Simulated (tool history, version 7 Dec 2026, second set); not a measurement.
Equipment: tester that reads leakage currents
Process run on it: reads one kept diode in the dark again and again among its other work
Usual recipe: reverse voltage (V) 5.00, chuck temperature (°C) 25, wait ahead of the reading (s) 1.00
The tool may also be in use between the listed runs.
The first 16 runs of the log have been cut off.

run,hour,reverse voltage (V),chuck temperature (°C),wait ahead of the reading (s),current that the tester gives (pA)
17,1168.3,2.18,25,1.00,116.10
18,1235.7,2.18,25,1.00,115.60
19,1317.9,2.18,25,1.00,115.82
20,1400.1,2.18,25,1.00,115.42
21,1498.8,5.00,22,1.45,122.04
22,1552.2,1.22,22,1.94,69.04
23,1618.7,10.68,58,0.55,3359.38
24,1667.5,1.12,41,0.83,366.95
25,1721.6,1.12,41,0.83,367.13
26,1819.2,1.91,45,0.83,625.54
27,1861.4,5.00,55,8.64,1984.29
28,1914.8,5.01,22,2.88,120.36
29,1989.9,8.79,25,2.77,197.50
30,2037.7,4.04,27,0.68,173.00
31,2086.3,4.04,27,0.68,173.61
32,2153.3,17.55,47,5.87,1675.23
33,2243.8,17.55,47,5.87,1673.99
34,2324.8,3.15,25,0.80,129.99
35,2397.3,12.19,21,8.99,161.88
36,2483.9,15.27,55,0.88,2978.24
37,2547.0,15.27,55,1.06,2959.47
38,2642.4,10.06,20,1.00,137.75
39,2687.3,1.12,20,1.00,53.72
40,2752.8,5.00,48,1.20,1112.18

Alternative continuations, all from the tool just after run 40; predict every row:
A,2844.4,1.22,36,1.00,?
B,2844.4,5.00,25,7.99,?
C,2844.4,1.38,48,1.20,?

run,current that the tester gives (pA)
A,237.71
B,154.24
C,683.03
What these runs would have given with no unlogged condition in the tool:
run,current that the tester gives (pA)
A,275.36
B,170.69
C,787.39
